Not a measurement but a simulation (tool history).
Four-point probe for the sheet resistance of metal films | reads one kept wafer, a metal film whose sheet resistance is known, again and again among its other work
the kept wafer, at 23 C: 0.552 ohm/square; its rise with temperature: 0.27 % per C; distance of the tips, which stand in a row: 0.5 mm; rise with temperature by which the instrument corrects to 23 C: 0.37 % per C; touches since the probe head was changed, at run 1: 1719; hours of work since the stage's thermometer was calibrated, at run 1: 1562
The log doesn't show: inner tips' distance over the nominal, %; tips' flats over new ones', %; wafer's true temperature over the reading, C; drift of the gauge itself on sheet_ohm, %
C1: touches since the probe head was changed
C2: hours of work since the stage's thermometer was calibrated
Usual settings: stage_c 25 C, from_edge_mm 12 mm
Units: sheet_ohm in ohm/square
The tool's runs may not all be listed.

Run 1, day 0.000: usual settings; C1 1719; C2 1562. Result: sheet_ohm 0.551750 ohm/square.
Run 2, day 0.779: usual settings; C1 2054; C2 1570. Result: sheet_ohm 0.551627 ohm/square.
Run 3, day 2.338: usual settings; C1 2722; C2 1586. Result: sheet_ohm 0.551609 ohm/square.
Run 4, day 3.392: usual settings; C1 3175; C2 1596. Result: sheet_ohm 0.551739 ohm/square.
Run 5, day 4.800: usual settings; C1 3779; C2 1610. Result: sheet_ohm 0.551683 ohm/square.
Run 6, day 6.104: usual settings but stage_c 20 C; C1 4338; C2 1624. Result: sheet_ohm 0.554750 ohm/square.
Run 7, day 6.875: usual settings but stage_c 20 C; C1 4670; C2 1631. Result: sheet_ohm 0.554584 ohm/square.
Run 8, day 8.033: usual settings; C1 5166; C2 1643. Result: sheet_ohm 0.551923 ohm/square.
Run 9, day 9.175: usual settings; C1 5656; C2 1655. Result: sheet_ohm 0.552004 ohm/square.
Run 10, day 10.338: usual settings; C1 6154; C2 1666. Result: sheet_ohm 0.551925 ohm/square.
Run 11, day 11.812: usual settings; C1 6789; C2 1681. Result: sheet_ohm 0.551719 ohm/square.
Run 12, day 13.050: usual settings; C1 7320; C2 1694. Result: sheet_ohm 0.551952 ohm/square.
Run 13, day 13.779: usual settings but stage_c 24 C; C1 7632; C2 1701. Result: sheet_ohm 0.552426 ohm/square.
Run 14, day 15.225: usual settings; C1 8252; C2 1716. Result: sheet_ohm 0.551862 ohm/square.
Run 15, day 16.700: usual settings; C1 8885; C2 1731. Result: sheet_ohm 0.551914 ohm/square.
Run 16, day 17.950: usual settings but stage_c 21 C, from_edge_mm 5 mm; C1 9422; C2 1743. Result: sheet_ohm 0.556556 ohm/square.
Run 17, day 19.400: usual settings but stage_c 22 C, from_edge_mm 5 mm; C1 10043; C2 1758. Result: sheet_ohm 0.556221 ohm/square.
Run 18, day 20.383: usual settings but stage_c 35 C, from_edge_mm 5 mm; C1 10466; C2 1768. Result: sheet_ohm 0.548812 ohm/square.
Run 19, day 21.304: usual settings but from_edge_mm 16 mm; C1 10861; C2 1777. Result: sheet_ohm 0.551692 ohm/square.
Run 20, day 22.192: usual settings but from_edge_mm 62 mm; C1 11242; C2 1786. Result: sheet_ohm 0.551506 ohm/square.
Run 21, day 23.675: usual settings but stage_c 28 C, from_edge_mm 11 mm; C1 11878; C2 1801. Result: sheet_ohm 0.550149 ohm/square.
Run 22, day 25.121: usual settings but stage_c 33 C, from_edge_mm 40 mm; C1 12498; C2 1816. Result: sheet_ohm 0.547154 ohm/square.
Run 23, day 26.058: usual settings but stage_c 33 C, from_edge_mm 40 mm; C1 12901; C2 1825. Result: sheet_ohm 0.547103 ohm/square.
Run 24, day 27.208: usual settings but stage_c 27 C, from_edge_mm 4 mm; C1 13393; C2 1837. Result: sheet_ohm 0.554867 ohm/square.
Run 25, day 28.138: usual settings but stage_c 31 C; C1 13793; C2 1846. Result: sheet_ohm 0.548524 ohm/square.
Run 26, day 28.929: usual settings but from_edge_mm 7 mm; C1 14133; C2 1854. Result: sheet_ohm 0.552908 ohm/square.
Run 27, day 30.517: usual settings but from_edge_mm 7 mm; C1 14815; C2 1871. Result: sheet_ohm 0.552818 ohm/square.
Run 28, day 32.038: usual settings but from_edge_mm 7 mm; C1 15467; C2 1886. Result: sheet_ohm 0.553085 ohm/square.
Run 29, day 32.854: usual settings but stage_c 21 C, from_edge_mm 75 mm; C1 15817; C2 1894. Result: sheet_ohm 0.553800 ohm/square.

4 ways to go on from here, each from the tool as it stands after run 29. What would each give?
Run A, day 33.654: usual settings but stage_c 22 C, from_edge_mm 43 mm; C1 16161; C2 1902. Result: sheet_ohm ?.
Run B, day 33.654: usual settings but stage_c 26 C, from_edge_mm 7 mm; C1 16161; C2 1902. Result: sheet_ohm ?.
Run C, day 33.654: usual settings but stage_c 30 C; C1 16161; C2 1902. Result: sheet_ohm ?.
Run D, day 33.654: usual settings but stage_c 20 C, from_edge_mm 41 mm; C1 16161; C2 1902. Result: sheet_ohm ?.

run  sheet_ohm
  A   0.553433
  B   0.552650
  C   0.549124
  D   0.554558
Without the tool's hidden state the same runs would have given:
run  sheet_ohm
  A   0.552754
  B   0.551968
  C   0.548441
  D   0.553881
